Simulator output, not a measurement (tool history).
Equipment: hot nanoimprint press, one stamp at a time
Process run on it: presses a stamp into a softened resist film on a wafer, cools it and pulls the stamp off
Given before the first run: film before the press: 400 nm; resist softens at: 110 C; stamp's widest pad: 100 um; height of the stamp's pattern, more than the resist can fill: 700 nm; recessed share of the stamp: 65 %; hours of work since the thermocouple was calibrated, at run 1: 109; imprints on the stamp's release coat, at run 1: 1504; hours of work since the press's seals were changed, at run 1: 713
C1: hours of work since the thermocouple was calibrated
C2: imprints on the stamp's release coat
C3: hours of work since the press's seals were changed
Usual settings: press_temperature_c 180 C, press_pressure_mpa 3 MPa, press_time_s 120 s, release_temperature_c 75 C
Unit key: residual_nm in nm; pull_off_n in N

{"run": 1, "hour": 0.0, "press_temperature_c": 180, "press_pressure_mpa": 3, "press_time_s": 120, "release_temperature_c": 75, "C1": 109, "C2": 1504, "C3": 713, "residual_nm": 235.9, "pull_off_n": 183}
{"run": 2, "hour": 19.0, "press_temperature_c": 180, "press_pressure_mpa": 3, "press_time_s": 120, "release_temperature_c": 75, "C1": 122, "C2": 1570, "C3": 726, "residual_nm": 234.1, "pull_off_n": 181}
{"hour": 44.2, "done": "stamp cleaned and given a new release coat"}
{"run": 3, "hour": 45.1, "press_temperature_c": 180, "press_pressure_mpa": 3, "press_time_s": 120, "release_temperature_c": 75, "C1": 136, "C2": 3, "C3": 740, "residual_nm": 235.6, "pull_off_n": 139}
{"run": 4, "hour": 75.3, "press_temperature_c": 180, "press_pressure_mpa": 3, "press_time_s": 120, "release_temperature_c": 75, "C1": 157, "C2": 108, "C3": 760, "residual_nm": 234.3, "pull_off_n": 139}
{"run": 5, "hour": 89.4, "press_temperature_c": 180, "press_pressure_mpa": 3, "press_time_s": 120, "release_temperature_c": 75, "C1": 166, "C2": 158, "C3": 770, "residual_nm": 232.8, "pull_off_n": 144}
{"run": 6, "hour": 104.0, "press_temperature_c": 180, "press_pressure_mpa": 3, "press_time_s": 120, "release_temperature_c": 75, "C1": 176, "C2": 209, "C3": 780, "residual_nm": 233.7, "pull_off_n": 136}
{"run": 7, "hour": 128.7, "press_temperature_c": 180, "press_pressure_mpa": 3, "press_time_s": 120, "release_temperature_c": 75, "C1": 193, "C2": 296, "C3": 797, "residual_nm": 234.1, "pull_off_n": 144}
{"run": 8, "hour": 158.0, "press_temperature_c": 180, "press_pressure_mpa": 3, "press_time_s": 120, "release_temperature_c": 75, "C1": 213, "C2": 398, "C3": 817, "residual_nm": 233.6, "pull_off_n": 149}
{"run": 9, "hour": 170.7, "press_temperature_c": 180, "press_pressure_mpa": 4.4, "press_time_s": 120, "release_temperature_c": 75, "C1": 222, "C2": 443, "C3": 825, "residual_nm": 200.9, "pull_off_n": 148}
{"run": 10, "hour": 186.2, "press_temperature_c": 180, "press_pressure_mpa": 4.4, "press_time_s": 120, "release_temperature_c": 75, "C1": 232, "C2": 497, "C3": 836, "residual_nm": 200.6, "pull_off_n": 150}
{"run": 11, "hour": 208.7, "press_temperature_c": 180, "press_pressure_mpa": 4.4, "press_time_s": 120, "release_temperature_c": 75, "C1": 248, "C2": 576, "C3": 851, "residual_nm": 199.6, "pull_off_n": 154}
{"hour": 224.9, "done": "press's hydraulic seals changed and the load cell set to zero"}
{"run": 12, "hour": 229.8, "press_temperature_c": 180, "press_pressure_mpa": 4.64, "press_time_s": 120, "release_temperature_c": 75, "C1": 257, "C2": 622, "C3": 3, "residual_nm": 187, "pull_off_n": 150}
{"run": 13, "hour": 260.4, "press_temperature_c": 180, "press_pressure_mpa": 4.64, "press_time_s": 120, "release_temperature_c": 75, "C1": 277, "C2": 729, "C3": 24, "residual_nm": 185.3, "pull_off_n": 156}
{"run": 14, "hour": 288.7, "press_temperature_c": 180, "press_pressure_mpa": 3.58, "press_time_s": 120, "release_temperature_c": 81, "C1": 297, "C2": 828, "C3": 44, "residual_nm": 207.5, "pull_off_n": 137}
{"run": 15, "hour": 302.5, "press_temperature_c": 180, "press_pressure_mpa": 3.58, "press_time_s": 120, "release_temperature_c": 81, "C1": 306, "C2": 876, "C3": 53, "residual_nm": 207.2, "pull_off_n": 146}
{"run": 16, "hour": 322.7, "press_temperature_c": 180, "press_pressure_mpa": 3.58, "press_time_s": 120, "release_temperature_c": 81, "C1": 320, "C2": 947, "C3": 67, "residual_nm": 207.7, "pull_off_n": 148}
{"run": 17, "hour": 339.4, "press_temperature_c": 175, "press_pressure_mpa": 3.41, "press_time_s": 129, "release_temperature_c": 75, "C1": 331, "C2": 1006, "C3": 78, "residual_nm": 241.9, "pull_off_n": 171}
{"run": 18, "hour": 356.6, "press_temperature_c": 190, "press_pressure_mpa": 4.04, "press_time_s": 88, "release_temperature_c": 73, "C1": 343, "C2": 1066, "C3": 90, "residual_nm": 159.2, "pull_off_n": 170}
{"hour": 380.4, "done": "plate thermocouple calibrated"}
{"run": 19, "hour": 386.5, "press_temperature_c": 180, "press_pressure_mpa": 3.93, "press_time_s": 89, "release_temperature_c": 78, "C1": 4, "C2": 1160, "C3": 108, "residual_nm": 231.2, "pull_off_n": 165}

What if the next run were any one of these 3? Each begins from the tool's condition after run 19:
{"run": "A", "hour": 405.1, "press_temperature_c": 180, "press_pressure_mpa": 3, "press_time_s": 71, "release_temperature_c": 75, "C1": 17, "C2": 1225, "C3": 121, "residual_nm": "?", "pull_off_n": "?"}
{"run": "B", "hour": 405.1, "press_temperature_c": 177, "press_pressure_mpa": 3, "press_time_s": 97, "release_temperature_c": 75, "C1": 17, "C2": 1225, "C3": 121, "residual_nm": "?", "pull_off_n": "?"}
{"run": "C", "hour": 405.1, "press_temperature_c": 169, "press_pressure_mpa": 3, "press_time_s": 234, "release_temperature_c": 75, "C1": 17, "C2": 1225, "C3": 121, "residual_nm": "?", "pull_off_n": "?"}

run=A residual_nm=269.9 pull_off_n=175
run=B residual_nm=269.3 pull_off_n=176
run=C residual_nm=268 pull_off_n=176
Stripped of hidden state, with their random variation kept, the same runs would have yielded:
run=A residual_nm=269.1 pull_off_n=139
run=B residual_nm=268.5 pull_off_n=140
run=C residual_nm=267.2 pull_off_n=140

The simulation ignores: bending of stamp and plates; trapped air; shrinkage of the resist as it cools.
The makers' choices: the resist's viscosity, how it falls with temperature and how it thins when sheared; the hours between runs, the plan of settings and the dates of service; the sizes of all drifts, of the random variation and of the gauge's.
